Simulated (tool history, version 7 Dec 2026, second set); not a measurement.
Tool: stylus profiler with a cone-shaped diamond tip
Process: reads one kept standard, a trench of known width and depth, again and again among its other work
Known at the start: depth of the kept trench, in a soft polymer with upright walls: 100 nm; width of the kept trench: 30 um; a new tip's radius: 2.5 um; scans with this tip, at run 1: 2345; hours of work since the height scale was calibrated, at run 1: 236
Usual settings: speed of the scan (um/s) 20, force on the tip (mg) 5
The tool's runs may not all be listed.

| run | hour | speed of the scan (um/s) | force on the tip (mg) | scans with this tip | hours of work since the height scale was calibrated | depth of the trench (nm) | width of the trench's floor (nm) |
|---|---|---|---|---|---|---|---|
| 1 | 0 | 20 | 5 | 2345 | 236 | 101.91 | 28450 |
| 2 | 21.3 | 20 | 5 | 2438 | 246 | 101.89 | 28450 |
| 3 | 37.9 | 20 | 5 | 2511 | 253 | 101.9 | 28460 |
| 4 | 52.9 | 20 | 5 | 2578 | 260 | 101.93 | 28430 |
| 5 | 71.1 | 12 | 5 | 2657 | 268 | 101.91 | 28480 |
| 6 | 81.2 | 12 | 5 | 2702 | 272 | 101.9 | 28450 |
| 7 | 102.1 | 12 | 5 | 2793 | 281 | 101.92 | 28560 |
| 8 | 118.2 | 12 | 5 | 2864 | 288 | 101.93 | 28470 |
| 9 | 130.3 | 25 | 5 | 2917 | 294 | 101.93 | 28430 |
| 10 | 148.6 | 25 | 11.62 | 2998 | 302 | 103.35 | 28490 |
| 11 | 160.3 | 20 | 5 | 3049 | 307 | 101.9 | 28410 |
| 12 | 176.9 | 20 | 5 | 3122 | 314 | 101.91 | 28420 |
| 13 | 196.4 | 20 | 5 | 3208 | 323 | 101.93 | 28460 |
| 14 | 205.4 | 20 | 2.26 | 3247 | 327 | 101.13 | 28430 |
| 15 | 222.5 | 20 | 5 | 3322 | 334 | 101.96 | 28460 |
| 16 | 232 | 20 | 5 | 3364 | 339 | 101.94 | 28480 |
| 17 | 247.7 | 48 | 5 | 3433 | 346 | 101.92 | 28360 |
| 18 | 262.1 | 48 | 5 | 3496 | 352 | 101.93 | 28300 |
| 19 | 272.9 | 48 | 5 | 3544 | 357 | 101.94 | 28390 |
| 20 | 282.7 | 14 | 5 | 3587 | 361 | 101.94 | 28460 |
| 21 | 300.5 | 20 | 5 | 3665 | 369 | 101.94 | 28500 |
| 22 | 318.7 | 20 | 13.67 | 3745 | 377 | 103.74 | 28470 |
| 23 | 333.8 | 20 | 13.67 | 3811 | 384 | 103.75 | 28460 |
| 24 | 348.6 | 20 | 13.67 | 3876 | 390 | 103.7 | 28450 |
| 25 | 367.2 | 23 | 6.5 | 3958 | 398 | 102.33 | 28460 |
| 26 | 384.3 | 35 | 1.83 | 4033 | 406 | 101.03 | 28310 |
| 27 | 394.6 | 35 | 1.83 | 4078 | 411 | 101.04 | 28310 |
| 28 | 405 | 7 | 3.72 | 4124 | 415 | 101.6 | 28480 |
| 29 | 424.5 | 7 | 1.99 | 4209 | 424 | 101.09 | 28440 |
| 30 | 434.2 | 17 | 10.41 | 4252 | 428 | 103.14 | 28430 |
| 31 | 449.3 | 29 | 5 | 4318 | 435 | 101.96 | 28360 |
| 32 | 460.1 | 29 | 5 | 4366 | 440 | 101.97 | 28430 |
| 33 | 475.6 | 11 | 5 | 4434 | 446 | 101.94 | 28490 |
| 34 | 487.3 | 11 | 5 | 4485 | 452 | 101.92 | 28450 |
| 35 | 502.8 | 11 | 5 | 4553 | 458 | 101.97 | 28460 |
| 36 | 518 | 19 | 9.06 | 4620 | 465 | 102.87 | 28440 |
| 37 | 527.5 | 20 | 12.64 | 4662 | 469 | 103.57 | 28480 |
| 38 | 541.5 | 20 | 6.18 | 4723 | 476 | 102.25 | 28430 |
| 39 | 551.8 | 20 | 2.8 | 4769 | 480 | 101.38 | 28410 |
| 40 | 563.8 | 20 | 2.8 | 4821 | 485 | 101.38 | 28430 |
| 41 | 574 | 20 | 2.8 | 4866 | 490 | 101.4 | 28420 |
| 42 | 594.3 | 36 | 9.62 | 4955 | 499 | 103.04 | 28420 |
| 43 | 603.6 | 35 | 1.77 | 4996 | 503 | 101.01 | 28330 |
| 44 | 621.5 | 44 | 8.06 | 5074 | 511 | 102.67 | 28380 |
| 45 | 640.9 | 13 | 8.21 | 5160 | 519 | 102.7 | 28410 |
| 46 | 651 | 15 | 1.74 | 5204 | 524 | 101.03 | 28400 |
| 47 | 663.9 | 6 | 3.11 | 5261 | 530 | 101.46 | 28450 |

Hidden state or all else? Some run-to-run changes of depth of the trench (nm), split into what the settings, what came in and random variation would give without the hidden state, and what is left for the hidden state (with any gauge scatter that isn't in both results):
The hidden state here: radius of the tip, um; height scale over the true one, %; drift of the gauge itself on depth_nm, %; drift of the gauge itself on floor_um, %.
Run 3 -> 4: no setting changed, nothing entered. depth of the trench (nm) +0.03: hidden state +0.01, all else +0.02.
Run 7 -> 8: no setting changed, nothing entered. depth of the trench (nm) +0.01: hidden state +0.01, all else +0.
Run 8 -> 9: speed of the scan (um/s) 12 -> 25. depth of the trench (nm) +0: hidden state -0.01, all else +0.01.
Run 21 -> 22: force on the tip (mg) 5 -> 13.67. depth of the trench (nm) +1.8: hidden state +0.01, all else +1.79.
Run 29 -> 30: speed of the scan (um/s) 7 -> 17, force on the tip (mg) 1.99 -> 10.41. depth of the trench (nm) +2.05: hidden state +0.01, all else +2.04.
Run 42 -> 43: speed of the scan (um/s) 36 -> 35, force on the tip (mg) 9.62 -> 1.77. depth of the trench (nm) -2.03: hidden state +0, all else -2.03.

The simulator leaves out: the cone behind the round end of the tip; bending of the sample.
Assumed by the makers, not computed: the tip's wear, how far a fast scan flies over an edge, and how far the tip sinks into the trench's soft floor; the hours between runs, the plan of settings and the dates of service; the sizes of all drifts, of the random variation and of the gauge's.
